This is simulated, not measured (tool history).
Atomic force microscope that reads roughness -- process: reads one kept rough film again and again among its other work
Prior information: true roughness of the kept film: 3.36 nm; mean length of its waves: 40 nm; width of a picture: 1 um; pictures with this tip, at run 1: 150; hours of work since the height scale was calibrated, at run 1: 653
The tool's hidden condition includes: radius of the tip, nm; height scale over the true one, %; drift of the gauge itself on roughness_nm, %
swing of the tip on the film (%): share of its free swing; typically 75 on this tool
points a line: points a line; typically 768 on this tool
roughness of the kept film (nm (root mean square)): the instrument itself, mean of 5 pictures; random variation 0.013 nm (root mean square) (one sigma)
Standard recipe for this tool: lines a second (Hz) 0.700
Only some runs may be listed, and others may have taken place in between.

run,hour,lines a second (Hz),swing of the tip on the film (%),points a line,pictures with this tip,hours of work since the height scale was calibrated,roughness of the kept film (nm (root mean square))
1,0.0,0.700,75,768,150,653,2.939
2,25.9,0.700,70,768,183,664,2.915
3,50.0,0.700,70,768,214,674,2.908
4,75.9,0.700,70,768,248,686,2.874
5,107.4,0.549,75,768,289,699,2.847
6,140.1,0.549,75,768,331,713,2.807
# hour 143.4: height scale calibrated on a step standard
# hour 154.7: new tip fitted
7,185.8,0.549,75,768,40,18,3.048
8,224.3,0.700,75,768,90,35,2.960
# hour 232.3: height scale calibrated on a step standard, once more
9,248.2,0.700,75,768,119,7,2.954
10,283.4,0.867,71,768,165,22,2.896
11,322.6,1.007,75,768,215,39,2.793
12,362.4,0.700,75,535,267,56,2.786
13,386.0,0.700,75,535,298,66,2.766
# hour 425.8: new tip fitted
14,426.2,2.297,70,836,1,83,2.925
15,467.5,2.297,70,836,54,101,2.901

Here are 4 independent what-if runs from the current tool condition. What would each one return?
A,491.9,1.973,70,377,86,112,?
B,491.9,0.700,61,768,86,112,?
C,491.9,0.858,87,541,86,112,?
D,491.9,2.297,81,564,86,112,?

run,roughness of the kept film (nm (root mean square))
A,2.871
B,3.026
C,2.884
D,2.687
Had the tool no hidden state, the same runs would have come out as:
run,roughness of the kept film (nm (root mean square))
A,2.957
B,3.118
C,2.971
D,2.768
